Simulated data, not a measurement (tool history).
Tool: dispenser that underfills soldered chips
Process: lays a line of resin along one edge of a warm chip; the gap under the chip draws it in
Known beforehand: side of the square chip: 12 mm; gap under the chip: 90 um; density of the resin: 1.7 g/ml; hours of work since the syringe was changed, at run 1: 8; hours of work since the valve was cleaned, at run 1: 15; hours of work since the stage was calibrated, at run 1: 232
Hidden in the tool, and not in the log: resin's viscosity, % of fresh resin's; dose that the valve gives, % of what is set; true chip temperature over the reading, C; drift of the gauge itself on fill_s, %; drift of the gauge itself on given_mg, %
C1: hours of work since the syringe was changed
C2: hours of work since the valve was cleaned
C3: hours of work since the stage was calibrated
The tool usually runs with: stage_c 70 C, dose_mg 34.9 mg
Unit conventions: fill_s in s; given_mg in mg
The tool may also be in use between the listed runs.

{"run": 1, "day": 0.0, "stage_c": 70, "dose_mg": 34.9, "C1": 8, "C2": 15, "C3": 232, "fill_s": 264.8, "given_mg": 34.74}
{"day": 0.079, "done": "new syringe of resin"}
{"run": 2, "day": 0.175, "stage_c": 70, "dose_mg": 31.2, "C1": 2, "C2": 17, "C3": 234, "fill_s": 158.6, "given_mg": 30.93}
{"run": 3, "day": 0.458, "stage_c": 70, "dose_mg": 31.2, "C1": 6, "C2": 21, "C3": 239, "fill_s": 232.5, "given_mg": 30.63}
{"day": 0.65, "done": "new syringe of resin"}
{"run": 4, "day": 0.688, "stage_c": 70, "dose_mg": 33.8, "C1": 1, "C2": 25, "C3": 242, "fill_s": 144.6, "given_mg": 33.42}
{"run": 5, "day": 0.954, "stage_c": 70, "dose_mg": 33.8, "C1": 5, "C2": 29, "C3": 246, "fill_s": 201.8, "given_mg": 32.95}
{"day": 1.229, "done": "new syringe of resin"}
{"run": 6, "day": 1.238, "stage_c": 70, "dose_mg": 34.9, "C1": 0, "C2": 33, "C3": 251, "fill_s": 139.8, "given_mg": 34.04}
{"run": 7, "day": 1.542, "stage_c": 70, "dose_mg": 34.9, "C1": 5, "C2": 38, "C3": 255, "fill_s": 209.7, "given_mg": 34.14}
{"run": 8, "day": 1.717, "stage_c": 70, "dose_mg": 34.9, "C1": 8, "C2": 41, "C3": 258, "fill_s": 266, "given_mg": 33.9}
{"day": 1.821, "done": "new syringe of resin"}
{"run": 9, "day": 2.046, "stage_c": 70, "dose_mg": 31.6, "C1": 4, "C2": 46, "C3": 263, "fill_s": 184.4, "given_mg": 30.75}
{"run": 10, "day": 2.362, "stage_c": 70, "dose_mg": 31.6, "C1": 8, "C2": 51, "C3": 268, "fill_s": 288.2, "given_mg": 30.73}
{"day": 2.396, "done": "new syringe of resin"}
{"run": 11, "day": 2.633, "stage_c": 70, "dose_mg": 31.6, "C1": 4, "C2": 55, "C3": 272, "fill_s": 194.9, "given_mg": 30.42}
{"day": 2.983, "done": "new syringe of resin"}
{"run": 12, "day": 2.983, "stage_c": 70, "dose_mg": 31.6, "C1": 0, "C2": 60, "C3": 277, "fill_s": 137.5, "given_mg": 30.38}
{"run": 13, "day": 3.267, "stage_c": 70, "dose_mg": 34.9, "C1": 4, "C2": 64, "C3": 282, "fill_s": 198.9, "given_mg": 33.41}
{"day": 3.567, "done": "new syringe of resin"}
{"run": 14, "day": 3.596, "stage_c": 56, "dose_mg": 37.3, "C1": 0, "C2": 69, "C3": 287, "fill_s": 300.5, "given_mg": 35.8}
{"run": 15, "day": 3.854, "stage_c": 56, "dose_mg": 37.3, "C1": 4, "C2": 73, "C3": 291, "fill_s": 413.6, "given_mg": 35.68}
{"day": 4.15, "done": "new syringe of resin"}
{"run": 16, "day": 4.188, "stage_c": 80, "dose_mg": 34.9, "C1": 1, "C2": 78, "C3": 296, "fill_s": 94.4, "given_mg": 33.2}
{"run": 17, "day": 4.438, "stage_c": 74, "dose_mg": 40.8, "C1": 4, "C2": 82, "C3": 299, "fill_s": 168.5, "given_mg": 38.81}
{"day": 4.725, "done": "new syringe of resin"}
{"run": 18, "day": 4.812, "stage_c": 74, "dose_mg": 40.8, "C1": 1, "C2": 88, "C3": 305, "fill_s": 125.4, "given_mg": 38.86}
{"run": 19, "day": 5.142, "stage_c": 61, "dose_mg": 33.9, "C1": 6, "C2": 93, "C3": 310, "fill_s": 393.1, "given_mg": 31.92}
{"day": 5.308, "done": "new syringe of resin"}
{"run": 20, "day": 5.475, "stage_c": 80, "dose_mg": 30.2, "C1": 3, "C2": 98, "C3": 315, "fill_s": 112.4, "given_mg": 28.27}
{"run": 21, "day": 5.688, "stage_c": 70, "dose_mg": 37.2, "C1": 6, "C2": 101, "C3": 319, "fill_s": 230.2, "given_mg": 34.8}
{"day": 5.904, "done": "new syringe of resin"}
{"run": 22, "day": 6.067, "stage_c": 58, "dose_mg": 29.8, "C1": 3, "C2": 107, "C3": 324, "fill_s": 336, "given_mg": 27.78}
{"run": 23, "day": 6.425, "stage_c": 56, "dose_mg": 33.4, "C1": 8, "C2": 112, "C3": 330, "fill_s": 585.5, "given_mg": 30.99}
{"day": 6.5, "done": "new syringe of resin"}
{"day": 6.725, "done": "dispensing valve cleaned and set on the balance"}
{"run": 24, "day": 6.729, "stage_c": 56, "dose_mg": 36.2, "C1": 3, "C2": 0, "C3": 334, "fill_s": 366, "given_mg": 36.3}
{"run": 25, "day": 7.012, "stage_c": 74, "dose_mg": 34.9, "C1": 7, "C2": 4, "C3": 338, "fill_s": 216.9, "given_mg": 34.93}

Below are 4 alternative next runs, each starting from the tool's condition after run 25. Predict each:
{"day": 7.146, "done": "new syringe of resin"}
{"run": "A", "day": 7.388, "stage_c": 58, "dose_mg": 33.4, "C1": 4, "C2": 10, "C3": 344, "fill_s": "?", "given_mg": "?"}
{"day": 7.146, "done": "new syringe of resin"}
{"run": "B", "day": 7.388, "stage_c": 75, "dose_mg": 43, "C1": 4, "C2": 10, "C3": 344, "fill_s": "?", "given_mg": "?"}
{"day": 7.146, "done": "new syringe of resin"}
{"run": "C", "day": 7.388, "stage_c": 84, "dose_mg": 32.3, "C1": 4, "C2": 10, "C3": 344, "fill_s": "?", "given_mg": "?"}
{"day": 7.146, "done": "new syringe of resin"}
{"run": "D", "day": 7.388, "stage_c": 81, "dose_mg": 35, "C1": 4, "C2": 10, "C3": 344, "fill_s": "?", "given_mg": "?"}

run=A fill_s=361.1 given_mg=33.11
run=B fill_s=153.3 given_mg=42.76
run=C fill_s=101.2 given_mg=32.45
run=D fill_s=116.1 given_mg=34.88
With the hidden condition removed and each run's random variation left untouched, the same runs would have given:
run=A fill_s=225.5 given_mg=33.24
run=B fill_s=97.1 given_mg=42.94
run=C fill_s=64.3 given_mg=32.58
run=D fill_s=73.8 given_mg=35.02
